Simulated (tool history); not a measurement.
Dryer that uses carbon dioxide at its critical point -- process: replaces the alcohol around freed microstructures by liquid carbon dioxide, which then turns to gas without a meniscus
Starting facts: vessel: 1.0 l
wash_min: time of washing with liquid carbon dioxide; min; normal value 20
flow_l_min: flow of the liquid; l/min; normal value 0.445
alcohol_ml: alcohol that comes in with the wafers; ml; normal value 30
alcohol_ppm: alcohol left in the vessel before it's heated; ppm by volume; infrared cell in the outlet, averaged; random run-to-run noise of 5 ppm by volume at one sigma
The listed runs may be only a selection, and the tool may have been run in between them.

run 1 day=0.000 | wash_min=20 flow_l_min=0.445 alcohol_ml=30 | alcohol_ppm=35
run 2 day=0.588 | wash_min=20 flow_l_min=0.445 alcohol_ml=30 | alcohol_ppm=30
run 3 day=1.046 | wash_min=20 flow_l_min=0.445 alcohol_ml=30 | alcohol_ppm=26
run 4 day=1.554 | wash_min=20 flow_l_min=0.445 alcohol_ml=30 | alcohol_ppm=39
run 5 day=1.912 | wash_min=20 flow_l_min=0.445 alcohol_ml=30 | alcohol_ppm=38
run 6 day=2.467 | wash_min=13 flow_l_min=0.445 alcohol_ml=30 | alcohol_ppm=277
run 7 day=3.054 | wash_min=13 flow_l_min=0.445 alcohol_ml=30 | alcohol_ppm=275
run 8 day=3.433 | wash_min=13 flow_l_min=0.445 alcohol_ml=30 | alcohol_ppm=282
run 9 day=3.833 | wash_min=20 flow_l_min=0.445 alcohol_ml=30 | alcohol_ppm=30
run 10 day=4.283 | wash_min=20 flow_l_min=0.445 alcohol_ml=30 | alcohol_ppm=34
run 11 day=4.646 | wash_min=20 flow_l_min=0.445 alcohol_ml=78 | alcohol_ppm=69
run 12 day=4.892 | wash_min=20 flow_l_min=0.445 alcohol_ml=78 | alcohol_ppm=71
run 13 day=5.283 | wash_min=20 flow_l_min=0.445 alcohol_ml=78 | alcohol_ppm=74
run 14 day=5.562 | wash_min=20 flow_l_min=0.445 alcohol_ml=78 | alcohol_ppm=66
run 15 day=5.983 | wash_min=20 flow_l_min=0.445 alcohol_ml=30 | alcohol_ppm=40
run 16 day=6.338 | wash_min=20 flow_l_min=0.621 alcohol_ml=30 | alcohol_ppm=11
run 17 day=6.754 | wash_min=20 flow_l_min=0.621 alcohol_ml=30 | alcohol_ppm=19
run 18 day=7.121 | wash_min=20 flow_l_min=0.445 alcohol_ml=30 | alcohol_ppm=43
run 19 day=7.638 | wash_min=20 flow_l_min=0.445 alcohol_ml=30 | alcohol_ppm=49
run 20 day=7.896 | wash_min=20 flow_l_min=0.445 alcohol_ml=30 | alcohol_ppm=42
run 21 day=8.233 | wash_min=20 flow_l_min=0.445 alcohol_ml=30 | alcohol_ppm=37
run 22 day=8.596 | wash_min=20 flow_l_min=0.445 alcohol_ml=30 | alcohol_ppm=42
run 23 day=8.962 | wash_min=20 flow_l_min=0.445 alcohol_ml=30 | alcohol_ppm=48
run 24 day=9.254 | wash_min=20 flow_l_min=0.445 alcohol_ml=30 | alcohol_ppm=42
run 25 day=9.596 | wash_min=20 flow_l_min=0.445 alcohol_ml=30 | alcohol_ppm=38
run 26 day=9.933 | wash_min=28 flow_l_min=0.426 alcohol_ml=25 | alcohol_ppm=25
run 27 day=10.483 | wash_min=18 flow_l_min=0.570 alcohol_ml=25 | alcohol_ppm=23
run 28 day=10.758 | wash_min=22 flow_l_min=0.324 alcohol_ml=35 | alcohol_ppm=139
run 29 day=11.350 | wash_min=14 flow_l_min=0.445 alcohol_ml=83 | alcohol_ppm=548
run 30 day=11.733 | wash_min=14 flow_l_min=0.445 alcohol_ml=83 | alcohol_ppm=556
run 31 day=12.250 | wash_min=30 flow_l_min=0.445 alcohol_ml=30 | alcohol_ppm=18
run 32 day=12.783 | wash_min=30 flow_l_min=0.445 alcohol_ml=30 | alcohol_ppm=24
run 33 day=13.112 | wash_min=30 flow_l_min=0.445 alcohol_ml=30 | alcohol_ppm=34
run 34 day=13.633 | wash_min=30 flow_l_min=0.445 alcohol_ml=30 | alcohol_ppm=29
run 35 day=14.208 | wash_min=13 flow_l_min=0.445 alcohol_ml=27 | alcohol_ppm=292
run 36 day=14.721 | wash_min=20 flow_l_min=0.445 alcohol_ml=72 | alcohol_ppm=76
run 37 day=15.292 | wash_min=20 flow_l_min=0.445 alcohol_ml=72 | alcohol_ppm=77
run 38 day=15.842 | wash_min=22 flow_l_min=0.445 alcohol_ml=30 | alcohol_ppm=38
run 39 day=16.179 | wash_min=30 flow_l_min=0.445 alcohol_ml=30 | alcohol_ppm=19
run 40 day=16.675 | wash_min=18 flow_l_min=0.532 alcohol_ml=30 | alcohol_ppm=47
run 41 day=17.271 | wash_min=20 flow_l_min=0.684 alcohol_ml=23 | alcohol_ppm=23
run 42 day=17.592 | wash_min=20 flow_l_min=0.684 alcohol_ml=23 | alcohol_ppm=23
run 43 day=17.829 | wash_min=20 flow_l_min=0.684 alcohol_ml=23 | alcohol_ppm=23
run 44 day=18.092 | wash_min=14 flow_l_min=0.445 alcohol_ml=30 | alcohol_ppm=233
run 45 day=18.417 | wash_min=14 flow_l_min=0.753 alcohol_ml=80 | alcohol_ppm=36
run 46 day=18.879 | wash_min=14 flow_l_min=0.753 alcohol_ml=80 | alcohol_ppm=41
run 47 day=19.125 | wash_min=18 flow_l_min=0.753 alcohol_ml=68 | alcohol_ppm=31
run 48 day=19.575 | wash_min=15 flow_l_min=0.717 alcohol_ml=30 | alcohol_ppm=29

Forecast each of these 3 alternatives for the next run:
run A day=20.117 | wash_min=20 flow_l_min=0.723 alcohol_ml=30 | alcohol_ppm=?
run B day=20.117 | wash_min=15 flow_l_min=0.618 alcohol_ml=72 | alcohol_ppm=?
run C day=20.117 | wash_min=26 flow_l_min=0.375 alcohol_ml=30 | alcohol_ppm=?

run=A alcohol_ppm=32
run=B alcohol_ppm=66
run=C alcohol_ppm=39
Had the tool no hidden state, the same runs would have come out as:
run=A alcohol_ppm=10
run=B alcohol_ppm=27
run=C alcohol_ppm=11

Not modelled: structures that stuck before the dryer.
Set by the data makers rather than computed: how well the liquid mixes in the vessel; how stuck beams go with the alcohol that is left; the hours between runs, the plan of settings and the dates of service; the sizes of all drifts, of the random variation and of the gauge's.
